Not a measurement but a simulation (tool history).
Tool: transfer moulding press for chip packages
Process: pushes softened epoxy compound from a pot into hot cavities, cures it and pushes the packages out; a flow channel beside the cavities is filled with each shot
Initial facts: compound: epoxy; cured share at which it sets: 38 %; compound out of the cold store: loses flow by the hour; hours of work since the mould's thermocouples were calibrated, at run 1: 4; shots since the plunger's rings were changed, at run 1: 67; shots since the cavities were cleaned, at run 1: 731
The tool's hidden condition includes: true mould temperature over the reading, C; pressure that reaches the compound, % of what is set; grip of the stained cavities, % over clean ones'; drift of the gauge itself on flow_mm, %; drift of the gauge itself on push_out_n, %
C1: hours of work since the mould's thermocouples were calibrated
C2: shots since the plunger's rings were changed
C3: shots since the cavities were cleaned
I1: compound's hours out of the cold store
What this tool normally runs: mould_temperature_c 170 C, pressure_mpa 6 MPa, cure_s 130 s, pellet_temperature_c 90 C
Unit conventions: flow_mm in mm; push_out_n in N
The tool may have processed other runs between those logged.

Run 1, day 0: usual settings; C1 4; C2 67; C3 731; I1 31.5. Result: flow_mm 615 mm, push_out_n 742 N.
Run 2, day 0.388: usual settings; C1 9; C2 137; C3 801; I1 27.5. Result: flow_mm 625 mm, push_out_n 763 N.
Run 3, day 0.846: usual settings but mould_temperature_c 178 C; C1 14; C2 221; C3 885; I1 8. Result: flow_mm 641 mm, push_out_n 687 N.
Run 4, day 1.162: usual settings but mould_temperature_c 178 C; C1 18; C2 278; C3 942; I1 28.6. Result: flow_mm 593 mm, push_out_n 693 N.
Run 5, day 1.658: usual settings but mould_temperature_c 178 C, cure_s 167 s; C1 24; C2 369; C3 1033; I1 33.8. Result: flow_mm 579 mm, push_out_n 697 N.
Run 6, day 1.925: usual settings but mould_temperature_c 178 C, cure_s 167 s; C1 27; C2 418; C3 1082; I1 27.3. Result: flow_mm 595 mm, push_out_n 679 N.
At day 2.538: cavities cleaned with cleaning compound and waxed.
Run 7, day 2.538: usual settings but mould_temperature_c 178 C, cure_s 167 s; C1 33; C2 517; C3 0; I1 46.3. Result: flow_mm 552 mm, push_out_n 908 N.
Run 8, day 3.096: usual settings but mould_temperature_c 163 C; C1 40; C2 620; C3 103; I1 28.4. Result: flow_mm 652 mm, push_out_n 1653 N.
Run 9, day 3.696: usual settings but mould_temperature_c 171 C; C1 47; C2 728; C3 211; I1 34.1. Result: flow_mm 604 mm, push_out_n 982 N.
At day 4.146: cavities cleaned with cleaning compound and waxed, once more.
Run 10, day 4.175: usual settings; C1 52; C2 805; C3 6; I1 14.5. Result: flow_mm 648 mm, push_out_n 481 N.
Run 11, day 4.554: usual settings but cure_s 127 s; C1 56; C2 873; C3 74; I1 37.6. Result: flow_mm 598 mm, push_out_n 533 N.
Run 12, day 5.196: usual settings but cure_s 127 s; C1 64; C2 991; C3 192; I1 24.9. Result: flow_mm 627 mm, push_out_n 595 N.
Run 13, day 5.8: usual settings but cure_s 124 s; C1 71; C2 1100; C3 301; I1 10.7. Result: flow_mm 661 mm, push_out_n 702 N.
Run 14, day 6.233: usual settings but cure_s 124 s; C1 76; C2 1180; C3 381; I1 27.1. Result: flow_mm 623 mm, push_out_n 719 N.
Run 15, day 6.862: usual settings but pressure_mpa 5.35 MPa; C1 83; C2 1294; C3 495; I1 41.3. Result: flow_mm 554 mm, push_out_n 701 N.
Run 16, day 7.367: usual settings but pressure_mpa 5.35 MPa; C1 89; C2 1386; C3 587; I1 16.3. Result: flow_mm 611 mm, push_out_n 748 N.
Run 17, day 8: usual settings but mould_temperature_c 172 C, cure_s 161 s; C1 97; C2 1501; C3 702; I1 11.8. Result: flow_mm 647 mm, push_out_n 662 N.
Run 18, day 8.421: usual settings but cure_s 128 s, pellet_temperature_c 92 C; C1 102; C2 1578; C3 779; I1 26.2. Result: flow_mm 620 mm, push_out_n 808 N.
Run 19, day 8.929: usual settings but mould_temperature_c 165 C, pressure_mpa 6.13 MPa, cure_s 119 s, pellet_temperature_c 95 C; C1 108; C2 1670; C3 871; I1 11.4. Result: flow_mm 688 mm, push_out_n 1329 N.
Run 20, day 9.504: usual settings but mould_temperature_c 165 C, pellet_temperature_c 94 C; C1 114; C2 1775; C3 976; I1 45.3. Result: flow_mm 598 mm, push_out_n 1047 N.
Run 21, day 10.054: usual settings but mould_temperature_c 165 C, pellet_temperature_c 94 C; C1 121; C2 1876; C3 1077; I1 47.9. Result: flow_mm 591 mm, push_out_n 1052 N.
Run 22, day 10.521: usual settings but pressure_mpa 5.89 MPa, pellet_temperature_c 97 C; C1 126; C2 1960; C3 1161; I1 12.5. Result: flow_mm 647 mm, push_out_n 850 N.
At day 10.721: cavities cleaned with cleaning compound and waxed.
Run 23, day 10.846: usual settings but mould_temperature_c 176 C, pressure_mpa 6.07 MPa, cure_s 132 s, pellet_temperature_c 83 C; C1 129; C2 2008; C3 22; I1 11.9. Result: flow_mm 636 mm, push_out_n 426 N.
Run 24, day 11.333: usual settings but mould_temperature_c 169 C, pressure_mpa 4.69 MPa, cure_s 131 s, pellet_temperature_c 93 C; C1 135; C2 2097; C3 111; I1 47.8. Result: flow_mm 509 mm, push_out_n 543 N.
Run 25, day 11.862: usual settings but mould_temperature_c 167 C, pressure_mpa 5 MPa, cure_s 131 s, pellet_temperature_c 93 C; C1 141; C2 2193; C3 207; I1 31.9. Result: flow_mm 565 mm, push_out_n 695 N.
Run 26, day 12.229: usual settings but pressure_mpa 5.07 MPa; C1 146; C2 2260; C3 274; I1 13.2. Result: flow_mm 598 mm, push_out_n 625 N.
Run 27, day 12.696: usual settings but mould_temperature_c 172 C, pressure_mpa 7.26 MPa, pellet_temperature_c 95 C; C1 151; C2 2345; C3 359; I1 26.1. Result: flow_mm 674 mm, push_out_n 624 N.
Run 28, day 13.279: usual settings but mould_temperature_c 163 C, pressure_mpa 6.12 MPa; C1 158; C2 2451; C3 465; I1 29. Result: flow_mm 646 mm, push_out_n 1090 N.

Each row is a separate what-if for the run after 28, all from the same tool condition, not one after another. Results?
Run A, day 13.554: usual settings but pressure_mpa 5.33 MPa, cure_s 115 s, pellet_temperature_c 91 C; C1 161; C2 2502; C3 516; I1 31.8. Result: flow_mm ?, push_out_n ?.
Run B, day 13.554: usual settings but pressure_mpa 6.8 MPa, cure_s 133 s; C1 161; C2 2502; C3 516; I1 20.8. Result: flow_mm ?, push_out_n ?.
Run C, day 13.554: usual settings but mould_temperature_c 166 C, pressure_mpa 6.12 MPa; C1 161; C2 2502; C3 516; I1 15.9. Result: flow_mm ?, push_out_n ?.
Run D, day 13.554: usual settings but mould_temperature_c 171 C, pressure_mpa 6.12 MPa, pellet_temperature_c 85 C; C1 161; C2 2502; C3 516; I1 20. Result: flow_mm ?, push_out_n ?.

run  flow_mm  push_out_n
  A      570         873
  B      669         690
  C      669         977
  D      637         705
What these runs would have given with no unlogged condition in the tool:
run  flow_mm  push_out_n
  A      581         550
  B      682         436
  C      682         612
  D      649         446

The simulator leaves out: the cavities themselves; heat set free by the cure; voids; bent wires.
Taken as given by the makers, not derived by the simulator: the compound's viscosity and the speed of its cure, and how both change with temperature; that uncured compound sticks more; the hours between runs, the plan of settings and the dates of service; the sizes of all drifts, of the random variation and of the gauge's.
